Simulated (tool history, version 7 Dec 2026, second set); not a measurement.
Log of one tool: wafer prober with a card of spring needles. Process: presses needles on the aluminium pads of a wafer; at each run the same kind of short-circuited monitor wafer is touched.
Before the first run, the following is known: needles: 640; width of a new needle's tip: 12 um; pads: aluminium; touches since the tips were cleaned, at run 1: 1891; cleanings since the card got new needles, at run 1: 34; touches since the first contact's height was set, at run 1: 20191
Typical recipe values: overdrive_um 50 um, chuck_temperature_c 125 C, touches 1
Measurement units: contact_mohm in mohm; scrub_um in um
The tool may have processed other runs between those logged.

run	hour	overdrive_um	chuck_temperature_c	touches	touches since the tips were cleaned	cleanings since the card got new needles	touches since the first contact's height was set	contact_mohm	scrub_um
1	0.0	50	125	1	1891	34	20191	247	7.10
# hour 4.3: tips cleaned on abrasive film
# hour 15.1: tips cleaned on abrasive film
2	22.5	50	125	1	2175	36	26793	241	7.09
# hour 24.9: tips cleaned on abrasive film
# hour 35.0: tips cleaned on abrasive film
# hour 44.8: tips cleaned on abrasive film
3	46.0	50	125	1	363	39	33689	244	7.05
# hour 55.1: tips cleaned on abrasive film
4	62.2	50	125	3	2127	40	38466	246	7.11
# hour 64.6: tips cleaned on abrasive film
# hour 75.7: tips cleaned on abrasive film
# hour 85.9: tips cleaned on abrasive film
5	89.9	50	125	1	1176	43	46578	244	7.08
# hour 96.1: tips cleaned on abrasive film
# hour 106.8: tips cleaned on abrasive film
# hour 116.3: tips cleaned on abrasive film
6	116.3	50	125	1	0	46	54300	246	7.09
# hour 126.3: tips cleaned on abrasive film
# hour 137.0: tips cleaned on abrasive film
7	141.5	50	125	1	1334	48	61737	247	7.16
# hour 147.9: tips cleaned on abrasive film
# hour 158.7: tips cleaned on abrasive film
# hour 169.7: tips cleaned on abrasive film
8	172.7	50	125	1	880	51	70886	245	7.06
# hour 181.1: tips cleaned on abrasive film
# hour 191.3: tips cleaned on abrasive film
9	194.9	50	125	1	1046	53	77400	248	7.11
# hour 201.7: tips cleaned on abrasive film
# hour 212.7: tips cleaned on abrasive film
# hour 222.9: tips cleaned on abrasive film
10	229.4	50	125	1	1914	56	87535	244	7.06
# hour 233.6: tips cleaned on abrasive film
# hour 244.6: tips cleaned on abrasive film
# hour 247.2: height of the first contact set anew
# hour 256.0: tips cleaned on abrasive film
11	257.8	50	125	1	528	59	3128	248	7.10
# hour 266.9: tips cleaned on abrasive film
# hour 276.5: tips cleaned on abrasive film
12	282.6	50	35	1	1795	61	10403	220	7.04
# hour 287.0: tips cleaned on abrasive film
# hour 297.1: tips cleaned on abrasive film
# hour 306.5: tips cleaned on abrasive film
13	311.5	50	35	1	1475	64	18889	222	7.04
# hour 315.9: tips cleaned on abrasive film
# hour 325.7: tips cleaned on abrasive film
# hour 336.7: tips cleaned on abrasive film
14	337.2	50	109	1	154	67	26427	239	7.03
# hour 346.2: tips cleaned on abrasive film
# hour 357.1: tips cleaned on abrasive film
15	358.1	50	109	1	286	69	32559	239	7.02
# hour 366.5: tips cleaned on abrasive film
# hour 377.4: tips cleaned on abrasive film
16	386.2	50	94	1	2601	71	40838	246	7.00
# hour 388.6: tips cleaned on abrasive film
# hour 399.4: tips cleaned on abrasive film
# hour 410.8: tips cleaned on abrasive film
# hour 421.3: tips cleaned on abrasive film
17	423.3	50	94	1	605	75	51717	237	6.94
# hour 432.5: tips cleaned on abrasive film
# hour 443.1: tips cleaned on abrasive film
# hour 453.1: tips cleaned on abrasive film
18	453.6	33	64	2	127	78	60593	238	4.63
# hour 464.3: tips cleaned on abrasive film
# hour 474.0: tips cleaned on abrasive film
# hour 485.2: tips cleaned on abrasive film
19	488.5	63	66	1	965	81	70852	229	8.78
# hour 495.5: tips cleaned on abrasive film
# hour 504.7: tips cleaned on abrasive film
# hour 515.4: tips cleaned on abrasive film
# hour 525.4: tips cleaned on abrasive film
20	525.4	48	67	1	0	85	81693	230	6.71
# hour 536.3: tips cleaned on abrasive film
21	540.9	50	43	1	1387	86	86262	225	6.95
# hour 547.3: tips cleaned on abrasive film
# hour 557.7: tips cleaned on abrasive film
# hour 562.6: height of the first contact set anew
# hour 568.3: tips cleaned on abrasive film
# hour 577.9: tips cleaned on abrasive film
22	577.9	50	43	1	0	90	4493	225	6.97
# hour 588.7: tips cleaned on abrasive film
# hour 599.5: tips cleaned on abrasive film
23	602.0	50	43	1	755	92	11578	224	6.97
# hour 609.6: tips cleaned on abrasive film
# hour 619.8: tips cleaned on abrasive film
# hour 629.7: tips cleaned on abrasive film
24	629.7	47	34	1	0	95	19695	224	6.56
# hour 640.8: tips cleaned on abrasive film
# hour 651.7: tips cleaned on abrasive film
25	652.3	50	124	1	163	97	26337	241	6.93
# hour 661.8: tips cleaned on abrasive film
# hour 673.3: tips cleaned on abrasive film
26	676.0	50	26	2	804	99	33299	221	6.98
# hour 682.7: tips cleaned on abrasive film
# hour 693.4: tips cleaned on abrasive film
# hour 703.4: tips cleaned on abrasive film
27	703.4	50	26	2	0	102	41337	222	6.93
# hour 714.0: tips cleaned on abrasive film
# hour 724.6: tips cleaned on abrasive film
28	728.5	42	70	1	1155	104	48721	236	5.83

What differs in the tool's unlogged condition from the final listed run ahead of each entry between runs to the first listed run following it?
After run 1, before run 2: tips cleaned on abrasive film (hour 4.3); tips cleaned on abrasive film (hour 15.1)
  debris on the tips, nm: 1.5 -> 1.4; drift of the gauge itself on scrub_um, %: 0 -> -0.07
  difference, measured minus the result without the unlogged condition, scrub_um: +0.00 -> -0.01 um
After run 2, before run 3: tips cleaned on abrasive film (hour 24.9); tips cleaned on abrasive film (hour 35.0); tips cleaned on abrasive film (hour 44.8)
  debris on the tips, nm: 1.4 -> 0.4; way that the needles fall short of the set height, um: 0.01 -> 0.02; drift of the gauge itself on scrub_um, %: -0.07 -> -0.15
  difference, measured minus the result without the unlogged condition, scrub_um: -0.01 -> -0.01 um
After run 3, before run 4: tips cleaned on abrasive film (hour 55.1)
  debris on the tips, nm: 0.4 -> 1.5; drift of the gauge itself on scrub_um, %: -0.15 -> -0.21
  difference, measured minus the result without the unlogged condition, scrub_um: -0.01 -> -0.02 um
After run 4, before run 5: tips cleaned on abrasive film (hour 64.6); tips cleaned on abrasive film (hour 75.7); tips cleaned on abrasive film (hour 85.9)
  debris on the tips, nm: 1.5 -> 1; drift of the gauge itself on scrub_um, %: -0.21 -> -0.3
  difference, measured minus the result without the unlogged condition, scrub_um: -0.02 -> -0.02 um
After run 5, before run 6: tips cleaned on abrasive film (hour 96.1); tips cleaned on abrasive film (hour 106.8); tips cleaned on abrasive film (hour 116.3)
  debris on the tips, nm: 1 -> 0.1; drift of the gauge itself on scrub_um, %: -0.3 -> -0.38
  difference, measured minus the result without the unlogged condition, scrub_um: -0.02 -> -0.03 um
After run 6, before run 7: tips cleaned on abrasive film (hour 126.3); tips cleaned on abrasive film (hour 137.0)
  debris on the tips, nm: 0.1 -> 1.2; way that the needles fall short of the set height, um: 0.02 -> 0.03; drift of the gauge itself on scrub_um, %: -0.38 -> -0.47
  difference, measured minus the result without the unlogged condition, scrub_um: -0.03 -> -0.04 um
After run 7, before run 8: tips cleaned on abrasive film (hour 147.9); tips cleaned on abrasive film (hour 158.7); tips cleaned on abrasive film (hour 169.7)
  debris on the tips, nm: 1.2 -> 0.8; drift of the gauge itself on scrub_um, %: -0.47 -> -0.57
  difference, measured minus the result without the unlogged condition, scrub_um: -0.04 -> -0.04 um
After run 8, before run 9: tips cleaned on abrasive film (hour 181.1); tips cleaned on abrasive film (hour 191.3)
  debris on the tips, nm: 0.8 -> 1; tips' diameter, um: 12.02 -> 12.03; drift of the gauge itself on scrub_um, %: -0.57 -> -0.65
  difference, measured minus the result without the unlogged condition, scrub_um: -0.04 -> -0.05 um
After run 9, before run 10: tips cleaned on abrasive film (hour 201.7); tips cleaned on abrasive film (hour 212.7); tips cleaned on abrasive film (hour 222.9)
  debris on the tips, nm: 1 -> 1.3; way that the needles fall short of the set height, um: 0.03 -> 0.04; drift of the gauge itself on scrub_um, %: -0.65 -> -0.76
  difference, measured minus the result without the unlogged condition, scrub_um: -0.05 -> -0.06 um
After run 10, before run 11: tips cleaned on abrasive film (hour 233.6); tips cleaned on abrasive film (hour 244.6); height of the first contact set anew (hour 247.2); tips cleaned on abrasive film (hour 256.0)
  debris on the tips, nm: 1.3 -> 0.7; way that the needles fall short of the set height, um: 0.04 -> 0; drift of the gauge itself on scrub_um, %: -0.76 -> -0.85
  difference, measured minus the result without the unlogged condition, scrub_um: -0.06 -> -0.07 um
After run 11, before run 12: tips cleaned on abrasive film (hour 266.9); tips cleaned on abrasive film (hour 276.5)
  debris on the tips, nm: 0.7 -> 1.3; drift of the gauge itself on scrub_um, %: -0.85 -> -0.94
  difference, measured minus the result without the unlogged condition, scrub_um: -0.07 -> -0.07 um
After run 12, before run 13: tips cleaned on abrasive film (hour 287.0); tips cleaned on abrasive film (hour 297.1); tips cleaned on abrasive film (hour 306.5)
  debris on the tips, nm: 1.3 -> 1.2; way that the needles fall short of the set height, um: 0 -> 0.01; drift of the gauge itself on scrub_um, %: -0.94 -> -1.03
  difference, measured minus the result without the unlogged condition, scrub_um: -0.07 -> -0.07 um
After run 13, before run 14: tips cleaned on abrasive film (hour 315.9); tips cleaned on abrasive film (hour 325.7); tips cleaned on abrasive film (hour 336.7)
  debris on the tips, nm: 1.2 -> 0.3; drift of the gauge itself on scrub_um, %: -1.03 -> -1.12
  difference, measured minus the result without the unlogged condition, scrub_um: -0.07 -> -0.08 um
After run 14, before run 15: tips cleaned on abrasive film (hour 346.2); tips cleaned on abrasive film (hour 357.1)
  debris on the tips, nm: 0.3 -> 0.5; way that the needles fall short of the set height, um: 0.01 -> 0.02; drift of the gauge itself on scrub_um, %: -1.12 -> -1.19
  difference, measured minus the result without the unlogged condition, scrub_um: -0.08 -> -0.08 um
After run 15, before run 16: tips cleaned on abrasive film (hour 366.5); tips cleaned on abrasive film (hour 377.4)
  debris on the tips, nm: 0.5 -> 1.6; drift of the gauge itself on scrub_um, %: -1.19 -> -1.28
  difference, measured minus the result without the unlogged condition, scrub_um: -0.08 -> -0.10 um
After run 16, before run 17: tips cleaned on abrasive film (hour 388.6); tips cleaned on abrasive film (hour 399.4); tips cleaned on abrasive film (hour 410.8); tips cleaned on abrasive film (hour 421.3)
  debris on the tips, nm: 1.6 -> 0.7; tips' diameter, um: 12.03 -> 12.04; drift of the gauge itself on scrub_um, %: -1.28 -> -1.4
  difference, measured minus the result without the unlogged condition, scrub_um: -0.10 -> -0.10 um
After run 17, before run 18: tips cleaned on abrasive film (hour 432.5); tips cleaned on abrasive film (hour 443.1); tips cleaned on abrasive film (hour 453.1)
  debris on the tips, nm: 0.7 -> 0.3; way that the needles fall short of the set height, um: 0.02 -> 0.03; drift of the gauge itself on scrub_um, %: -1.4 -> -1.5
  difference, measured minus the result without the unlogged condition, scrub_um: -0.10 -> -0.08 um
After run 18, before run 19: tips cleaned on abrasive film (hour 464.3); tips cleaned on abrasive film (hour 474.0); tips cleaned on abrasive film (hour 485.2)
  debris on the tips, nm: 0.3 -> 0.9; drift of the gauge itself on scrub_um, %: -1.5 -> -1.62
  difference, measured minus the result without the unlogged condition, scrub_um: -0.08 -> -0.15 um
After run 19, before run 20: tips cleaned on abrasive film (hour 495.5); tips cleaned on abrasive film (hour 504.7); tips cleaned on abrasive film (hour 515.4); tips cleaned on abrasive film (hour 525.4)
  debris on the tips, nm: 0.9 -> 0.1; way that the needles fall short of the set height, um: 0.03 -> 0.04; drift of the gauge itself on scrub_um, %: -1.62 -> -1.74
  difference, measured minus the result without the unlogged condition, scrub_um: -0.15 -> -0.12 um
After run 20, before run 21: tips cleaned on abrasive film (hour 536.3)
  debris on the tips, nm: 0.1 -> 1.1; drift of the gauge itself on scrub_um, %: -1.74 -> -1.79
  difference, measured minus the result without the unlogged condition, scrub_um: -0.12 -> -0.13 um
After run 21, before run 22: tips cleaned on abrasive film (hour 547.3); tips cleaned on abrasive film (hour 557.7); height of the first contact set anew (hour 562.6); tips cleaned on abrasive film (hour 568.3); tips cleaned on abrasive film (hour 577.9)
  debris on the tips, nm: 1.1 -> 0.1; way that the needles fall short of the set height, um: 0.04 -> 0; drift of the gauge itself on scrub_um, %: -1.79 -> -1.91
  difference, measured minus the result without the unlogged condition, scrub_um: -0.13 -> -0.13 um
After run 22, before run 23: tips cleaned on abrasive film (hour 588.7); tips cleaned on abrasive film (hour 599.5)
  debris on the tips, nm: 0.1 -> 0.7; way that the needles fall short of the set height, um: 0 -> 0.01; tips' diameter, um: 12.04 -> 12.05; drift of the gauge itself on scrub_um, %: -1.91 -> -1.99
  difference, measured minus the result without the unlogged condition, scrub_um: -0.13 -> -0.14 um
After run 23, before run 24: tips cleaned on abrasive film (hour 609.6); tips cleaned on abrasive film (hour 619.8); tips cleaned on abrasive film (hour 629.7)
  debris on the tips, nm: 0.7 -> 0.2; drift of the gauge itself on scrub_um, %: -1.99 -> -2.08
  difference, measured minus the result without the unlogged condition, scrub_um: -0.14 -> -0.14 um
After run 24, before run 25: tips cleaned on abrasive film (hour 640.8); tips cleaned on abrasive film (hour 651.7)
  debris on the tips, nm: 0.2 -> 0.3; drift of the gauge itself on scrub_um, %: -2.08 -> -2.16
  difference, measured minus the result without the unlogged condition, scrub_um: -0.14 -> -0.16 um
After run 25, before run 26: tips cleaned on abrasive film (hour 661.8); tips cleaned on abrasive film (hour 673.3)
  debris on the tips, nm: 0.3 -> 0.8; way that the needles fall short of the set height, um: 0.01 -> 0.02; drift of the gauge itself on scrub_um, %: -2.16 -> -2.24
  difference, measured minus the result without the unlogged condition, scrub_um: -0.16 -> -0.16 um
After run 26, before run 27: tips cleaned on abrasive film (hour 682.7); tips cleaned on abrasive film (hour 693.4); tips cleaned on abrasive film (hour 703.4)
  debris on the tips, nm: 0.8 -> 0.1; drift of the gauge itself on scrub_um, %: -2.24 -> -2.33
  difference, measured minus the result without the unlogged condition, scrub_um: -0.16 -> -0.17 um
After run 27, before run 28: tips cleaned on abrasive film (hour 714.0); tips cleaned on abrasive film (hour 724.6)
  debris on the tips, nm: 0.1 -> 0.9; drift of the gauge itself on scrub_um, %: -2.33 -> -2.41
  difference, measured minus the result without the unlogged condition, scrub_um: -0.17 -> -0.15 um
